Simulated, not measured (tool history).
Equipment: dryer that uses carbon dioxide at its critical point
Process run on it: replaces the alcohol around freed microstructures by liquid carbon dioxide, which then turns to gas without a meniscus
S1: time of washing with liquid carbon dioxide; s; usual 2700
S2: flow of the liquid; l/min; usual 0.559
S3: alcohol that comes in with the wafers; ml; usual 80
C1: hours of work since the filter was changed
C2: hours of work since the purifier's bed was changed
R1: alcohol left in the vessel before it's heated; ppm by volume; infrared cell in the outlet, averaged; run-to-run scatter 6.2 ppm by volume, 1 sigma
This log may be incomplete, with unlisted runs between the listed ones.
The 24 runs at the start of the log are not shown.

run	day	S1	S2	S3	C1	C2	R1
25	16.954	2700	0.559	26	440	339	169
26	17.358	3300	0.498	80	443	342	304
27	18.271	4020	0.655	80	450	349	72
28	19.071	3420	0.408	26	456	355	211
29	19.479	2220	0.476	24	459	358	428
30	19.988	2700	0.944	66	463	362	69
31	20.633	2220	0.458	56	468	367	1018
32	21.033	2280	0.458	74	471	370	1212

Alternative continuations, all from the tool just after run 32; predict every row:
A	21.708	3840	0.367	65	476	375	?
B	21.708	2280	0.529	37	476	375	?
C	21.708	2940	0.361	80	476	375	?
D	21.708	2280	0.702	74	476	375	?
E	21.708	2280	0.426	74	476	375	?

run	R1
A	436
B	444
C	1229
D	327
E	1480
What these runs would have given with no unlogged condition in the tool:
run	R1
A	255
B	274
C	857
D	170
E	1070

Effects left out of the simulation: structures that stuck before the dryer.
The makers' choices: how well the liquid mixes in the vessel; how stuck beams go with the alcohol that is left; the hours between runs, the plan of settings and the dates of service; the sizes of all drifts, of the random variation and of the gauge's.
